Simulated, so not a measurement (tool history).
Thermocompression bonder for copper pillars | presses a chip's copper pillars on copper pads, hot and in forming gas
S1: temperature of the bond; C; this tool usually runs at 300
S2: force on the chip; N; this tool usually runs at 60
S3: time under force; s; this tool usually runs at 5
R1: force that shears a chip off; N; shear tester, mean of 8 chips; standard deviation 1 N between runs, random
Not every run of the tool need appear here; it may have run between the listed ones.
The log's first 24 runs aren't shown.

run 25 hour=588.0 | S1=296 S2=39 S3=6 | R1=72.0
run 26 hour=604.4 | S1=291 S2=86 S3=9 | R1=104.9
run 27 hour=632.8 | S1=275 S2=40 S3=3 | R1=48.6
run 28 hour=659.8 | S1=278 S2=40 S3=8 | R1=69.9
run 29 hour=689.4 | S1=313 S2=60 S3=5 | R1=91.4
run 30 hour=703.0 | S1=313 S2=60 S3=5 | R1=91.7
run 31 hour=724.0 | S1=313 S2=60 S3=5 | R1=91.7
run 32 hour=745.7 | S1=313 S2=60 S3=5 | R1=90.3
run 33 hour=771.0 | S1=289 S2=85 S3=5 | R1=91.5
run 34 hour=787.9 | S1=289 S2=85 S3=8 | R1=100.5
run 35 hour=802.0 | S1=327 S2=74 S3=7 | R1=106.5
run 36 hour=822.2 | S1=299 S2=50 S3=7 | R1=85.7
run 37 hour=852.3 | S1=299 S2=50 S3=7 | R1=85.7
-- hour=865.9 forming gas filter changed
run 38 hour=874.5 | S1=299 S2=39 S3=7 | R1=80.1

Below are 5 alternative next runs, each starting from the tool's condition after run 38. Predict each:
run A hour=896.3 | S1=304 S2=65 S3=10 | R1=?
run B hour=896.3 | S1=304 S2=54 S3=7 | R1=?
run C hour=896.3 | S1=329 S2=52 S3=10 | R1=?
run D hour=896.3 | S1=283 S2=60 S3=13 | R1=?
run E hour=896.3 | S1=329 S2=80 S3=4 | R1=?

run=A R1=109.5
run=B R1=94.1
run=C R1=111.4
run=D R1=103.0
run=E R1=107.4
Had the tool no hidden state, the same runs would have come out as:
run=A R1=110.2
run=B R1=94.7
run=C R1=111.9
run=D R1=103.8
run=E R1=107.8
